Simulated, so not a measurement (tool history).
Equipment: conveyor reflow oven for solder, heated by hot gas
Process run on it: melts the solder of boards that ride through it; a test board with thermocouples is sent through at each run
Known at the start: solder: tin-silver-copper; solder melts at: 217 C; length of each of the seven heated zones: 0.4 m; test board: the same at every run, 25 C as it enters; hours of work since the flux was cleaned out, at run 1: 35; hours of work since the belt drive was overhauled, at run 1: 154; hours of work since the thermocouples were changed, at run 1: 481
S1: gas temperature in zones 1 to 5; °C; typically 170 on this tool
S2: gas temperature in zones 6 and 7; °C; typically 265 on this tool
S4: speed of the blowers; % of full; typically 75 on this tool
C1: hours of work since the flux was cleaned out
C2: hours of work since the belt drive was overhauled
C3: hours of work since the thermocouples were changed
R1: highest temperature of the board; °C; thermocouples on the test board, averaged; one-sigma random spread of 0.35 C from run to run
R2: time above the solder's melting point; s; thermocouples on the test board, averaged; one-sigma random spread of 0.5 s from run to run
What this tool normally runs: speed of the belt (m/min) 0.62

Run 1, hour 0: usual settings; C1 35; C2 154; C3 481. Result: R1 250.8 °C, R2 56 s.
Run 2, hour 10.3: usual settings; C1 40; C2 159; C3 486. Result: R1 250.7 °C, R2 56.6 s.
Run 3, hour 15.8: usual settings; C1 43; C2 162; C3 489. Result: R1 251.8 °C, R2 56.9 s.
Run 4, hour 24: usual settings; C1 48; C2 167; C3 494. Result: R1 250.1 °C, R2 56.3 s.
Run 5, hour 29.3: usual settings; C1 51; C2 170; C3 497. Result: R1 250.8 °C, R2 56.2 s.
Run 6, hour 39.7: usual settings; C1 56; C2 175; C3 502. Result: R1 251 °C, R2 56 s.
Run 7, hour 45.3: usual settings; C1 59; C2 178; C3 505. Result: R1 251.7 °C, R2 56.2 s.
Run 8, hour 56.6: usual settings; C1 65; C2 184; C3 511. Result: R1 251.3 °C, R2 55.9 s.
Run 9, hour 64.7: usual settings; C1 70; C2 189; C3 516. Result: R1 251.3 °C, R2 56.1 s.
Run 10, hour 70.1: usual settings; C1 73; C2 192; C3 519. Result: R1 251.6 °C, R2 56.2 s.
Run 11, hour 78.9: usual settings; C1 77; C2 196; C3 523. Result: R1 250.9 °C, R2 56.9 s.
At hour 83.4: belt drive overhauled, speed set with a stopwatch.
Run 12, hour 88.6: usual settings but S1 182 °C, S2 260 °C; C1 80; C2 3; C3 526. Result: R1 248.3 °C, R2 59.5 s.
Run 13, hour 96.9: usual settings but S1 182 °C, S2 260 °C; C1 85; C2 7; C3 531. Result: R1 248.4 °C, R2 59.3 s.
At hour 106.3: belt drive overhauled, speed set with a stopwatch, once more.
Run 14, hour 111.7: usual settings but S1 180 °C, S2 253 °C, speed of the belt (m/min) 0.664, S4 51 % of full; C1 91; C2 3; C3 537. Result: R1 236.8 °C, R2 41.5 s.
Run 15, hour 121.2: usual settings but S1 180 °C, S2 253 °C, speed of the belt (m/min) 0.664, S4 51 % of full; C1 96; C2 8; C3 542. Result: R1 236.8 °C, R2 41.4 s.
Run 16, hour 128.4: usual settings but S1 180 °C, S2 253 °C, speed of the belt (m/min) 0.664, S4 51 % of full; C1 100; C2 12; C3 546. Result: R1 236.9 °C, R2 41.1 s.
Run 17, hour 133.3: usual settings but S1 180 °C, S2 260 °C, speed of the belt (m/min) 0.664, S4 64 % of full; C1 102; C2 15; C3 548. Result: R1 244.6 °C, R2 49.7 s.

3 ways to go on from here, each from the tool as it stands after run 17. What would each give?
Run A, hour 141.5: usual settings but S2 278 °C, speed of the belt (m/min) 0.542, S4 73 % of full; C1 107; C2 19; C3 553. Result: R1 ?, R2 ?.
Run B, hour 141.5: usual settings but S1 180 °C, S2 260 °C, speed of the belt (m/min) 0.664, S4 61 % of full; C1 107; C2 19; C3 553. Result: R1 ?, R2 ?.
Run C, hour 141.5: usual settings but S1 182 °C, S2 267 °C, speed of the belt (m/min) 0.692, S4 64 % of full; C1 107; C2 19; C3 553. Result: R1 ?, R2 ?.

run     R1    R2
  A  266.1  76.7
  B  244.4  50.2
  C  249.9  53.1
Without the tool's unlogged condition, the same runs would have read:
run     R1    R2
  A  265.8  76.5
  B  244.2  50.1
  C  249.7  53.1

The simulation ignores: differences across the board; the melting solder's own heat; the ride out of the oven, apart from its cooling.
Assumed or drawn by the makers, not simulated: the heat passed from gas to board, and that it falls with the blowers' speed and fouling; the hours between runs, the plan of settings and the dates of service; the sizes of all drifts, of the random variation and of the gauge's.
